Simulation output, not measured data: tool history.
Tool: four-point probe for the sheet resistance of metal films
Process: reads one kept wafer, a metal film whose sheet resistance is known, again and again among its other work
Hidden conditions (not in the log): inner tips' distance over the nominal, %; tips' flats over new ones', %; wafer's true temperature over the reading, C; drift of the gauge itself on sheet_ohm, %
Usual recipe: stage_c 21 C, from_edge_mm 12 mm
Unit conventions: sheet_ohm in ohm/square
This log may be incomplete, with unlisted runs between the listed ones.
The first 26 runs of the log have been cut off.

run,hour,stage_c,from_edge_mm,touches since the probe head was changed,hours of work since the stage's thermometer was calibrated,sheet_ohm
27,924.3,25,56,38896,573,1.132458
28,958.0,25,56,39887,590,1.133009
29,999.3,19,6,41097,610,1.160581
30,1019.9,19,6,41704,621,1.161074
# hour 1023.0: stage's thermometer calibrated
31,1067.2,19,45,43076,22,1.135514
32,1114.6,19,45,44468,45,1.135520
# hour 1135.6: stage's thermometer calibrated, once more
33,1139.0,27,40,45170,2,1.132518
34,1188.7,35,3,46629,26,1.228499
35,1215.4,32,12,47413,39,1.137808
36,1254.3,32,12,48554,59,1.138301
37,1296.7,32,12,49797,80,1.138098
38,1324.4,23,57,50611,93,1.133846
39,1371.7,24,7,52000,117,1.153521
40,1400.7,24,7,52850,131,1.153401
41,1447.6,24,7,54226,154,1.153812
42,1498.6,21,31,55726,179,1.135810

4 options for the next run, each taken on its own from the tool as it stands now. Forecast them:
A,1536.2,26,31,56828,198,?
B,1536.2,18,11,56828,198,?
C,1536.2,32,72,56828,198,?
D,1536.2,21,56,56828,198,?

run,sheet_ohm
A,1.134790
B,1.143677
C,1.132128
D,1.134642
The same runs, with their run-to-run variation unchanged, on a tool lacking any hidden condition would have given:
run,sheet_ohm
A,1.123739
B,1.132538
C,1.121107
D,1.123588

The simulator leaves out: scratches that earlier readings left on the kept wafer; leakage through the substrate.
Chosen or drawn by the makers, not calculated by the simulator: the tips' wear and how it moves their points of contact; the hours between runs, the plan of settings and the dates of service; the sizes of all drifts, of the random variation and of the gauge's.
